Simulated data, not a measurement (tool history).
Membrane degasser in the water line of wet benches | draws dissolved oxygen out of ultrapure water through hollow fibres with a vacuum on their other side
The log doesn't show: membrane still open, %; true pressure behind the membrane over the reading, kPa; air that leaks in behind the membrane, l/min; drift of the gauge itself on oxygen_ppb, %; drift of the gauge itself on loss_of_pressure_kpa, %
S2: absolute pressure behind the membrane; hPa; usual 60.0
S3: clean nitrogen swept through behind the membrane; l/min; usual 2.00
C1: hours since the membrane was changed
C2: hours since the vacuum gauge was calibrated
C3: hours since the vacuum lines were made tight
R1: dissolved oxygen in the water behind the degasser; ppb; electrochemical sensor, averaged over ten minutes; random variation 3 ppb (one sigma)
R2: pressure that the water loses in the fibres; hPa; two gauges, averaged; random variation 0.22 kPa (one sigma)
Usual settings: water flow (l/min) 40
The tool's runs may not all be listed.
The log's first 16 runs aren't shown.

run 17 hour=588.4 | water_flow_(l/min)=33 S2=37.0 S3=2.00 | C1=1882 C2=3619 C3=1575 | R1=166.1 R2=442.5
run 18 hour=629.3 | water_flow_(l/min)=33 S2=55.6 S3=1.28 | C1=1923 C2=3660 C3=1616 | R1=273.1 R2=441.0
run 19 hour=668.6 | water_flow_(l/min)=33 S2=55.6 S3=1.28 | C1=1962 C2=3700 C3=1655 | R1=272.2 R2=440.4
-- hour=672.9 vacuum gauge calibrated
run 20 hour=701.2 | water_flow_(l/min)=33 S2=86.2 S3=3.74 | C1=1994 C2=28 C3=1687 | R1=250.4 R2=437.9
run 21 hour=750.9 | water_flow_(l/min)=27 S2=86.2 S3=3.74 | C1=2044 C2=78 C3=1737 | R1=197.4 R2=365.2
run 22 hour=799.9 | water_flow_(l/min)=40 S2=53.8 S3=2.00 | C1=2093 C2=127 C3=1786 | R1=283.7 R2=537.4
run 23 hour=848.5 | water_flow_(l/min)=54 S2=54.6 S3=2.00 | C1=2141 C2=176 C3=1835 | R1=396.5 R2=723.3
run 24 hour=893.6 | water_flow_(l/min)=28 S2=138.7 S3=1.87 | C1=2186 C2=221 C3=1880 | R1=462.9 R2=374.6
-- hour=911.5 vacuum gauge calibrated, once more
run 25 hour=944.3 | water_flow_(l/min)=28 S2=138.7 S3=1.87 | C1=2237 C2=33 C3=1930 | R1=453.7 R2=375.7
run 26 hour=973.5 | water_flow_(l/min)=28 S2=65.4 S3=4.86 | C1=2266 C2=62 C3=1959 | R1=163.3 R2=373.0
run 27 hour=1017.2 | water_flow_(l/min)=36 S2=121.2 S3=2.29 | C1=2309 C2=106 C3=2003 | R1=462.9 R2=483.6
run 28 hour=1066.6 | water_flow_(l/min)=36 S2=121.2 S3=2.29 | C1=2359 C2=155 C3=2052 | R1=463.1 R2=481.8
run 29 hour=1087.7 | water_flow_(l/min)=28 S2=124.9 S3=1.48 | C1=2380 C2=176 C3=2073 | R1=488.3 R2=373.1
run 30 hour=1122.8 | water_flow_(l/min)=28 S2=124.9 S3=1.48 | C1=2415 C2=211 C3=2109 | R1=479.6 R2=375.1
run 31 hour=1156.4 | water_flow_(l/min)=29 S2=60.0 S3=2.51 | C1=2449 C2=245 C3=2142 | R1=195.5 R2=387.2
run 32 hour=1193.9 | water_flow_(l/min)=29 S2=60.0 S3=2.51 | C1=2486 C2=282 C3=2180 | R1=197.3 R2=387.7

Forecast each of these 3 alternatives for the next run:
run A hour=1228.0 | water_flow_(l/min)=29 S2=132.0 S3=1.27 | C1=2520 C2=316 C3=2214 | R1=? R2=?
run B hour=1228.0 | water_flow_(l/min)=41 S2=60.0 S3=2.51 | C1=2520 C2=316 C3=2214 | R1=? R2=?
run C hour=1228.0 | water_flow_(l/min)=54 S2=60.0 S3=2.51 | C1=2520 C2=316 C3=2214 | R1=? R2=?

run=A R1=583.4 R2=386.1
run=B R1=291.8 R2=548.6
run=C R1=386.1 R2=722.7
Without the tool's hidden state the same runs would have given:
run=A R1=578.0 R2=379.9
run=B R1=282.3 R2=539.9
run=C R1=374.3 R2=711.2
